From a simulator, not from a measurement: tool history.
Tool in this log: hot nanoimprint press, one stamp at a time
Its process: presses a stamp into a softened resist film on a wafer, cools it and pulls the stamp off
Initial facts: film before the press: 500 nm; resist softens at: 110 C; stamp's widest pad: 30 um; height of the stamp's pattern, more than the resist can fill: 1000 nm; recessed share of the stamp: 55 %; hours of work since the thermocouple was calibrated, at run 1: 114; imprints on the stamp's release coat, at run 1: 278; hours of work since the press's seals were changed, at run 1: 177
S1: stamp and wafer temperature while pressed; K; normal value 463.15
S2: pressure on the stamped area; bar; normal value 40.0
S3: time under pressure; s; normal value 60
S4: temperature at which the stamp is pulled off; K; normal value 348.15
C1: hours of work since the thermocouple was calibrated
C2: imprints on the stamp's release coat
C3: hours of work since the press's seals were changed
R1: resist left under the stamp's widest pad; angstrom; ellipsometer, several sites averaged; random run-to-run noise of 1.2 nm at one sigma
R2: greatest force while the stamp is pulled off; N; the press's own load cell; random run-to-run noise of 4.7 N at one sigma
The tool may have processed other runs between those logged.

| run | hour | S1 | S2 | S3 | S4 | C1 | C2 | C3 | R1 | R2 |
|---|---|---|---|---|---|---|---|---|---|---|
| 1 | 0.0 | 463.15 | 40.0 | 60 | 348.15 | 114 | 278 | 177 | 1825 | 234 |
| 2 | 23.9 | 463.15 | 40.0 | 60 | 341.15 | 131 | 346 | 194 | 1831 | 250 |
| 3 | 45.0 | 463.15 | 40.0 | 60 | 339.15 | 146 | 407 | 209 | 1838 | 266 |
| 4 | 64.8 | 463.15 | 40.0 | 53 | 348.15 | 160 | 464 | 223 | 1915 | 227 |
| 5 | 82.6 | 463.15 | 40.0 | 53 | 348.15 | 173 | 515 | 236 | 1926 | 232 |
| 6 | 104.4 | 463.15 | 38.9 | 53 | 348.15 | 189 | 578 | 251 | 1965 | 232 |
| 7 | 118.8 | 463.15 | 29.2 | 33 | 348.15 | 199 | 619 | 262 | 2631 | 226 |
| 8 | 137.2 | 459.15 | 40.0 | 33 | 353.15 | 212 | 672 | 275 | 2688 | 204 |

What will run 9 give?
| 9 | 160.6 | 459.15 | 40.0 | 33 | 353.15 | 229 | 739 | 291 | ? | ? |

Run 9 yielded R1 2721 angstrom, R2 206 N.
With no hidden state in the tool, this same run would have given R1 2723 angstrom, R2 206 N.

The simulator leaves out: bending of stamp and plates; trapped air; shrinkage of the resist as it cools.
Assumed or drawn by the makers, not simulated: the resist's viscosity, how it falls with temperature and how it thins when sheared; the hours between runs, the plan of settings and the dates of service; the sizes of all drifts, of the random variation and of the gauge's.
